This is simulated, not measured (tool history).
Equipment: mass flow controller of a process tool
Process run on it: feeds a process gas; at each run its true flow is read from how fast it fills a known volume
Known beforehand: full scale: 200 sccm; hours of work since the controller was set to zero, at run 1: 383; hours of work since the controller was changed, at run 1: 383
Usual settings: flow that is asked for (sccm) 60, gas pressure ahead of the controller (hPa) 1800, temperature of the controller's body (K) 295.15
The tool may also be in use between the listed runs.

run,hour,flow that is asked for (sccm),gas pressure ahead of the controller (hPa),temperature of the controller's body (K),hours of work since the controller was set to zero,hours of work since the controller was changed,true flow (%)
1,0,60,1800,295.15,383,383,97.86
2,220.3,60,1800,295.15,483,483,97.94
3,662.9,60,1800,295.15,684,684,98.06
4,1075,60,1800,295.15,870,870,98.09
5,1280.7,60,1800,295.15,964,964,98.16
6,1527.2,60,1800,295.15,1076,1076,98.25
7,1766.5,22,1800,295.15,1184,1184,97.8
8,1992.5,60,2640,297.15,1287,1287,98.8
9,2279.8,24,1570,297.15,1417,1417,98.17
10,2722.2,54,1800,295.15,1618,1618,98.4
11,3122,20,2290,310.15,1799,1799,99.43
12,3314,163,1500,309.15,1886,1886,101.1

Alternative continuations, all from the tool just after run 12; predict every row:
A,3596.4,163,1500,294.15,2014,2014,?
B,3596.4,60,2470,295.15,2014,2014,?
C,3596.4,163,1500,293.15,2014,2014,?
D,3596.4,60,2290,296.15,2014,2014,?

run,true flow (%)
A,99.93
B,98.88
C,99.74
D,98.92
What these runs would have given with no unlogged condition in the tool:
run,true flow (%)
A,99.11
B,98.07
C,98.93
D,98.12

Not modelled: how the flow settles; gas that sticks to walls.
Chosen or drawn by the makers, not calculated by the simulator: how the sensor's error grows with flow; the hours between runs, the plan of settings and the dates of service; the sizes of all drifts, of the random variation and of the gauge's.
